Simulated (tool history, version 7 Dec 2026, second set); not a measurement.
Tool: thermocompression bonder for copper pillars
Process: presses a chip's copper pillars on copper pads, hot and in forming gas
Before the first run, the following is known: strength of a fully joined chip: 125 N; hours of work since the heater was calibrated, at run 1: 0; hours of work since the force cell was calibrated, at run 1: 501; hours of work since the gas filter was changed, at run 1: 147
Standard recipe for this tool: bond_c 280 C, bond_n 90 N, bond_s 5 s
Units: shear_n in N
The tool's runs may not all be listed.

run    hour  bond_c  bond_n  bond_s  hours of work since the heater was calibrated  hours of work since the force cell was calibrated  hours of work since the gas filter was changed  shear_n
  1       0     280      90       5                                              0                                                501                                             147     66.8
  2    42.2     280      90       3                                             24                                                525                                             171     56.1
  3    87.6     280      90       5                                             50                                                551                                             196     65.8
  4   149.6     280      90       5                                             85                                                586                                             231     66.4
  5   179.8     280      90       5                                            102                                                603                                             248     67.1
  6   217.1     280      89       5                                            123                                                624                                             269     66.5
      243.2  -- forming gas filter changed
  7   280.1     280      89       5                                            158                                                659                                              21     66.3
  8     316     280      89       5                                            178                                                679                                              41     66.4
  9     373     298      90       5                                            210                                                712                                              73     82.7
 10   400.4     280      65       5                                            226                                                727                                              89     57.6
 11   437.2     280      65       5                                            247                                                748                                             110     58.2
 12   492.1     280      90       4                                            278                                                779                                             141     61.2
 13   521.1     280      90       4                                            294                                                795                                             157       62
 14   559.9     280      90       3                                            316                                                817                                             179     55.2
 15   612.2     280      90       5                                            346                                                847                                             209     66.8
 16   665.8     280      90       5                                            376                                                877                                             239     66.5
 17   710.4     266      90       5                                            401                                                902                                             264     53.9
      747.4  -- forming gas filter changed
 18     750     280      90       5                                            423                                                924                                               1     66.2
 19   809.7     280      90       5                                            457                                                958                                              35     66.7
 20   849.6     280      90       5                                            479                                                981                                              58     66.6
 21     880     280      90       6                                            497                                                998                                              75       71
 22   908.1     255      67      11                                            513                                               1014                                              91     53.3
 23   963.2     287     121       5                                            544                                               1045                                             122     81.1
 24   996.7     258     132      13                                            563                                               1064                                             141     78.1
 25  1034.8     258     132      13                                            584                                               1085                                             162     77.8
 26  1074.4     282      90       4                                            606                                               1108                                             185     63.4
 27    1129     282      90       4                                            637                                               1139                                             216       63
     1139.9  -- force cell calibrated
 28  1157.7     282      90       4                                            653                                                 10                                             231     63.7
 29  1206.1     282     113       4                                            680                                                 37                                             258     69.6
     1252.1  -- forming gas filter changed
 30    1261     297      55       4                                            711                                                 68                                               5     63.9
 31  1315.3     308     132       5                                            741                                                 99                                              36    101.2
 32  1342.2     308     132       5                                            757                                                114                                              51    100.5
 33  1369.3     293     103       7                                            772                                                129                                              66     89.8
 34  1406.5     258      56       7                                            793                                                150                                              87       43
 35  1435.8     258      56       7                                            810                                                167                                             104     43.2
     1462.5  -- heater calibrated with a thermocouple chip
 36  1490.6     258      56       7                                             16                                                197                                             134     42.3
 37  1542.8     264     114       5                                             45                                                226                                             163     58.9
 38  1578.7     264     114       6                                             66                                                246                                             183     62.8
 39  1607.6     254     114       4                                             82                                                263                                             200     45.6

Below are 5 alternative next runs, each starting from the tool's condition after run 39. Predict each:
  A  1650.3     309      96       5                                            106                                                287                                             224        ?
  B  1650.3     298      56       5                                            106                                                287                                             224        ?
  C  1650.3     254     114       6                                            106                                                287                                             224        ?
  D  1650.3     280      90      13                                            106                                                287                                             224        ?
  E  1650.3     254     114       5                                            106                                                287                                             224        ?

run  shear_n
  A     93.8
  B     70.1
  C     53.6
  D     88.1
  E     49.4
The same runs, with their run-to-run variation unchanged, on a tool lacking any hidden condition would have given:
run  shear_n
  A       94
  B     70.3
  C     53.7
  D     88.3
  E     49.5
